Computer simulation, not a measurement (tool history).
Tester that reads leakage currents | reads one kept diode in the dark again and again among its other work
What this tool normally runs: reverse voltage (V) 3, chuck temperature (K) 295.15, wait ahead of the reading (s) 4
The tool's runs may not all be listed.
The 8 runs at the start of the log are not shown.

run,day,reverse voltage (V),chuck temperature (K),wait ahead of the reading (s),hours of work since the probe card was cleaned,hours of work since the tester was calibrated,hours of work since the chuck was calibrated,current that the tester gives (pA)
9,45.462,9.09,295.15,4,1952,308,600,87.29
10,49.246,9.09,295.15,4,2023,380,672,88.17
11,52.85,3.63,295.15,4,2091,448,740,56.77
# day 55.133: chuck's temperature calibrated
12,58.692,3.63,295.15,4,2200,556,67,53.1
13,66.758,3.63,295.15,0.96,2352,709,220,54.57
14,70.4,3,295.15,4.43,2421,778,288,49.3
15,77.038,3,295.15,4.43,2547,903,414,50.3
16,83.142,3,295.15,0.8,2662,1018,529,52.06
# day 86.446: probe card cleaned and baked
17,86.671,1.5,298.15,2.37,4,1083,594,46.78
18,93.642,1.15,306.15,1.91,136,1214,725,75.8
# day 96.867: chuck's temperature calibrated
19,97.783,1.69,302.15,2.58,213,1291,17,62.51
# day 100.025: probe card cleaned and baked, once more
20,104.483,4.26,329.15,2.58,84,1415,142,634.35
21,111.433,19.79,295.15,4,216,1547,273,120.35
22,117.229,15.1,312.15,1.01,325,1656,382,383.62
23,123.333,15.1,312.15,1.01,440,1772,498,389.87
24,126.683,15.1,312.15,1.01,504,1835,561,393.9
25,133.779,9.14,325.15,2.56,638,1969,695,752.18
# day 138.3: chuck's temperature calibrated
26,139.688,1.39,295.15,4,748,2079,26,33.44
27,144.896,5.28,304.15,1.43,846,2177,125,128.72
# day 148.138: tester calibrated
28,149.05,5.28,310.15,1.66,923,17,202,195.35
29,155.233,6.9,295.15,4,1040,134,318,73.59
30,160.329,6.9,295.15,4,1136,230,415,74.33
31,165.758,3.81,324.15,0.96,1239,333,517,452.09
32,171.867,4.22,314.15,1.65,1354,448,633,246

Below are 3 alternative next runs, each starting from the tool's condition after run 32. Predict each:
# day 179.529: chuck's temperature calibrated
A,179.529,5.08,323.15,3.88,1497,592,0,?
# day 179.529: chuck's temperature calibrated
B,179.529,10.94,295.15,3.64,1497,592,0,?
# day 179.529: chuck's temperature calibrated
C,179.529,1.18,299.15,4,1497,592,0,?

run,current that the tester gives (pA)
A,459.52
B,89.61
C,41.55
With no hidden state in the tool, these same runs would have given:
run,current that the tester gives (pA)
A,455.54
B,86.74
C,41.04

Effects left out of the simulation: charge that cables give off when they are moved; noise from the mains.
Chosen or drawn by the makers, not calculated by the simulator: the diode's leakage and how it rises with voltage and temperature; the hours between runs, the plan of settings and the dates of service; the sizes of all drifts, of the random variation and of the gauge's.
